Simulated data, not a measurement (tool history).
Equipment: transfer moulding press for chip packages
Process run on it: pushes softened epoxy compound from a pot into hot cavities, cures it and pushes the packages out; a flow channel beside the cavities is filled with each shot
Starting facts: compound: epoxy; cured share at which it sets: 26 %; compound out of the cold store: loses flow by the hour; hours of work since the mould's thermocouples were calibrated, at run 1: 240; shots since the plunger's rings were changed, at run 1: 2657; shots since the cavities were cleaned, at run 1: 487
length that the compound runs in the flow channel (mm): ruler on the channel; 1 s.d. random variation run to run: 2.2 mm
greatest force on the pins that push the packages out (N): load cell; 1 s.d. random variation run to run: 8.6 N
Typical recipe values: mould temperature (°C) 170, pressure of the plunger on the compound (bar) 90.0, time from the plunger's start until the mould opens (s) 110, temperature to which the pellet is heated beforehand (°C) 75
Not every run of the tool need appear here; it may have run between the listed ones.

| run | hour | mould temperature (°C) | pressure of the plunger on the compound (bar) | time from the plunger's start until the mould opens (s) | temperature to which the pellet is heated beforehand (°C) | hours of work since the mould's thermocouples were calibrated | shots since the plunger's rings were changed | shots since the cavities were cleaned | incoming compound's hours out of the cold store | length that the compound runs in the flow channel (mm) | greatest force on the pins that push the packages out (N) |
|---|---|---|---|---|---|---|---|---|---|---|---|
| 1 | 0.0 | 170 | 90.0 | 110 | 75 | 240 | 2657 | 487 | 33.5 | 812 | 376 |
| 2 | 5.4 | 170 | 90.0 | 110 | 75 | 243 | 2703 | 533 | 29.4 | 824 | 377 |
| 3 | 12.2 | 170 | 90.0 | 110 | 75 | 247 | 2760 | 590 | 42.1 | 783 | 385 |
| 4 | 21.0 | 176 | 90.0 | 110 | 75 | 252 | 2835 | 665 | 18.7 | 838 | 326 |
|  | 30.4 | plunger's sealing rings changed |
| 5 | 32.6 | 176 | 90.0 | 110 | 75 | 256 | 18 | 742 | 16.2 | 850 | 315 |
| 6 | 43.7 | 170 | 90.0 | 110 | 75 | 262 | 112 | 836 | 10.2 | 884 | 391 |
| 7 | 55.1 | 171 | 90.0 | 110 | 75 | 268 | 209 | 933 | 38.2 | 797 | 355 |
|  | 64.6 | cavities cleaned with cleaning compound and waxed |
| 8 | 65.7 | 170 | 69.7 | 110 | 75 | 273 | 286 | 10 | 16.7 | 759 | 393 |
| 9 | 70.4 | 170 | 69.7 | 110 | 75 | 276 | 326 | 50 | 42.8 | 691 | 360 |
| 10 | 80.8 | 170 | 69.7 | 110 | 75 | 281 | 414 | 138 | 14.8 | 770 | 374 |
| 11 | 90.2 | 170 | 90.0 | 117 | 75 | 286 | 494 | 218 | 15.2 | 871 | 361 |
| 12 | 97.8 | 170 | 90.0 | 110 | 75 | 290 | 558 | 282 | 8.8 | 892 | 400 |
| 13 | 107.9 | 170 | 90.0 | 110 | 75 | 295 | 644 | 368 | 23.5 | 847 | 369 |
| 14 | 113.4 | 170 | 90.0 | 110 | 75 | 298 | 690 | 414 | 40.6 | 790 | 385 |
| 15 | 124.1 | 170 | 90.0 | 110 | 75 | 304 | 781 | 505 | 11.6 | 881 | 385 |
| 16 | 134.8 | 170 | 90.0 | 150 | 75 | 310 | 872 | 596 | 41.6 | 787 | 313 |
| 17 | 144.8 | 178 | 102.8 | 104 | 73 | 315 | 956 | 680 | 27.6 | 863 | 313 |
| 18 | 155.9 | 178 | 102.8 | 104 | 73 | 321 | 1051 | 775 | 36.1 | 839 | 308 |
| 19 | 165.3 | 178 | 68.9 | 149 | 73 | 326 | 1130 | 854 | 22.9 | 719 | 310 |
| 20 | 173.5 | 178 | 68.9 | 149 | 84 | 330 | 1200 | 924 | 12.4 | 749 | 299 |
| 21 | 180.1 | 178 | 68.9 | 141 | 84 | 334 | 1255 | 979 | 24.2 | 717 | 307 |
|  | 183.7 | cavities cleaned with cleaning compound and waxed |
| 22 | 188.7 | 178 | 68.9 | 141 | 84 | 337 | 1316 | 42 | 40.2 | 672 | 301 |
| 23 | 197.4 | 178 | 68.9 | 141 | 84 | 342 | 1389 | 115 | 27.3 | 709 | 306 |
| 24 | 202.9 | 164 | 90.0 | 128 | 85 | 345 | 1436 | 162 | 36.5 | 818 | 408 |
| 25 | 210.5 | 168 | 90.0 | 100 | 73 | 349 | 1500 | 226 | 38.6 | 803 | 513 |
| 26 | 217.7 | 168 | 90.0 | 100 | 73 | 353 | 1562 | 288 | 40.4 | 798 | 516 |
| 27 | 229.1 | 170 | 90.0 | 130 | 76 | 359 | 1658 | 384 | 35.0 | 811 | 331 |
| 28 | 240.8 | 170 | 69.7 | 110 | 67 | 365 | 1758 | 484 | 47.3 | 681 | 368 |
| 29 | 246.1 | 170 | 101.6 | 134 | 73 | 368 | 1802 | 528 | 21.7 | 901 | 312 |

4 options for the next run, each taken on its own from the tool as it stands now. Forecast them:
| A | 257.8 | 170 | 74.1 | 96 | 82 | 374 | 1901 | 627 | 12.9 | ? | ? |
| B | 257.8 | 170 | 90.0 | 110 | 80 | 374 | 1901 | 627 | 24.9 | ? | ? |
| C | 257.8 | 177 | 101.6 | 145 | 73 | 374 | 1901 | 627 | 25.0 | ? | ? |
| D | 257.8 | 170 | 91.0 | 111 | 75 | 374 | 1901 | 627 | 29.8 | ? | ? |

| run | length that the compound runs in the flow channel (mm) | greatest force on the pins that push the packages out (N) |
|---|---|---|
| A | 797 | 486 |
| B | 841 | 369 |
| C | 871 | 305 |
| D | 831 | 377 |
Stripped of hidden state, with their random variation kept, the same runs would have yielded:
| run | length that the compound runs in the flow channel (mm) | greatest force on the pins that push the packages out (N) |
|---|---|---|
| A | 797 | 481 |
| B | 841 | 365 |
| C | 871 | 302 |
| D | 831 | 374 |
